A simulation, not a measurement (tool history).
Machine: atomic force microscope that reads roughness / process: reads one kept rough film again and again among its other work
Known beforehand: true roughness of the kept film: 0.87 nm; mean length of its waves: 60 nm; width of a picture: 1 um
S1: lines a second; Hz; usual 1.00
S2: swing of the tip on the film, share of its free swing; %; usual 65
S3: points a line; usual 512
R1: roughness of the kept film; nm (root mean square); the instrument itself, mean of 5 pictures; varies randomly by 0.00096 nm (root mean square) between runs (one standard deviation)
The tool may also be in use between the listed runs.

| run | day | S1 | S2 | S3 | R1 |
|---|---|---|---|---|---|
| 1 | 0.000 | 1.00 | 65 | 512 | 0.8319 |
| 2 | 0.554 | 2.73 | 65 | 512 | 0.7873 |
| 3 | 1.038 | 1.00 | 73 | 512 | 0.8168 |
| 4 | 1.462 | 1.00 | 65 | 512 | 0.8317 |
|  | 1.542 | height scale calibrated on a step standard |
| 5 | 2.275 | 1.00 | 64 | 512 | 0.8354 |
| 6 | 2.883 | 2.87 | 64 | 512 | 0.7883 |
| 7 | 3.346 | 2.87 | 64 | 512 | 0.7869 |
| 8 | 3.933 | 1.30 | 56 | 512 | 0.8398 |
|  | 4.362 | height scale calibrated on a step standard, once more |
| 9 | 4.708 | 1.41 | 65 | 514 | 0.8185 |
| 10 | 5.254 | 1.00 | 72 | 512 | 0.8155 |
|  | 5.525 | new tip fitted |
| 11 | 5.625 | 2.14 | 61 | 386 | 0.8188 |
| 12 | 6.408 | 2.14 | 61 | 386 | 0.8169 |
| 13 | 7.042 | 2.14 | 61 | 386 | 0.8172 |

Here are 4 independent what-if runs from the current tool condition. What would each one return?
| A | 7.792 | 0.54 | 65 | 987 | ? |
| B | 7.792 | 0.81 | 78 | 703 | ? |
| C | 7.792 | 2.14 | 61 | 420 | ? |
| D | 7.792 | 1.00 | 63 | 532 | ? |

| run | R1 |
|---|---|
| A | 0.8500 |
| B | 0.8165 |
| C | 0.8171 |
| D | 0.8373 |
Had the tool no hidden state, the same runs would have come out as:
| run | R1 |
|---|---|
| A | 0.8506 |
| B | 0.8171 |
| C | 0.8177 |
| D | 0.8378 |
